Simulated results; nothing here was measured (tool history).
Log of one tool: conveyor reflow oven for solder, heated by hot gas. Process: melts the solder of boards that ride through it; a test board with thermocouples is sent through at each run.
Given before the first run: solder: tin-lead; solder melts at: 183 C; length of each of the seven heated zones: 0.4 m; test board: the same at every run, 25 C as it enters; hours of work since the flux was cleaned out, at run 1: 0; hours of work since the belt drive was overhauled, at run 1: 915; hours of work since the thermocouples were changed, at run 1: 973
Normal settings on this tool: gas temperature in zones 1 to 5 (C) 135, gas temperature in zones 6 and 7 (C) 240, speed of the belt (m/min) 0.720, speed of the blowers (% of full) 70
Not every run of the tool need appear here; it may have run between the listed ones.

run,day,gas temperature in zones 1 to 5 (C),gas temperature in zones 6 and 7 (C),speed of the belt (m/min),speed of the blowers (% of full),hours of work since the flux was cleaned out,hours of work since the belt drive was overhauled,hours of work since the thermocouples were changed,highest temperature of the board (C),time above the solder's melting point (s)
1,0.000,135,240,0.720,70,0,915,973,223.9,53.8
2,1.462,135,240,0.720,70,24,939,997,222.7,53.9
3,3.288,135,240,0.720,70,54,969,1027,222.6,53.7
4,4.817,135,240,0.720,82,79,994,1052,226.3,55.4
5,6.775,135,240,0.720,58,111,1026,1084,220.0,50.9
6,8.354,135,240,0.720,58,137,1052,1110,218.9,50.7
7,10.129,135,240,0.720,58,166,1081,1139,218.7,50.5
8,11.192,135,240,0.720,58,183,1099,1157,218.6,50.5
9,12.200,135,240,0.720,58,199,1115,1173,219.0,50.2
# day 13.025: thermocouples of zones 6 and 7 changed
10,13.250,135,240,0.720,70,215,1131,4,223.8,53.7
11,14.654,135,240,0.720,70,238,1154,27,223.7,54.3
12,16.046,135,240,0.658,70,261,1176,49,225.8,61.2
13,17.633,135,240,0.720,70,287,1203,75,222.7,53.2
# day 19.517: belt drive overhauled, speed set with a stopwatch
14,19.688,135,240,0.787,70,318,3,106,219.4,45.2
15,20.900,135,240,0.787,70,338,23,126,218.9,45.1
16,22.738,147,231,0.787,70,368,53,156,213.8,45.3
17,24.038,123,231,0.626,52,389,74,177,211.1,47.3
# day 25.867: flux residue cleaned out of gas plates and filters
18,26.204,143,240,0.720,77,6,106,209,227.5,57.6
19,28.162,137,242,0.720,76,38,138,241,228.0,56.1
20,30.079,128,238,0.720,57,69,169,273,218.0,46.9
21,31.021,135,240,0.820,79,84,185,288,221.8,45.4
22,32.217,135,240,0.820,79,104,204,308,221.1,45.4
23,33.604,135,240,0.820,79,127,227,330,220.9,45.4
24,34.508,135,240,0.704,67,141,242,345,223.7,54.4
25,35.371,145,249,0.642,86,155,256,359,238.3,71.1
26,36.608,146,240,0.720,70,176,276,380,224.4,57.3
27,37.488,135,240,0.632,86,190,290,394,229.3,64.9
28,38.954,146,252,0.588,87,214,314,418,243.4,79.4

Alternative continuations, all from the tool just after run 28; predict every row:
A,39.917,135,240,0.623,84,230,330,434,?,?
B,39.917,132,252,0.588,87,230,330,434,?,?
C,39.917,127,240,0.720,70,230,330,434,?,?
D,39.917,146,240,0.720,84,230,330,434,?,?

run,highest temperature of the board (C),time above the solder's melting point (s)
A,229.0,66.1
B,242.4,75.6
C,221.4,49.4
D,227.2,57.9
What these runs would have given with no unlogged condition in the tool:
run,highest temperature of the board (C),time above the solder's melting point (s)
A,230.7,67.0
B,244.2,76.1
C,223.6,50.8
D,229.1,58.7
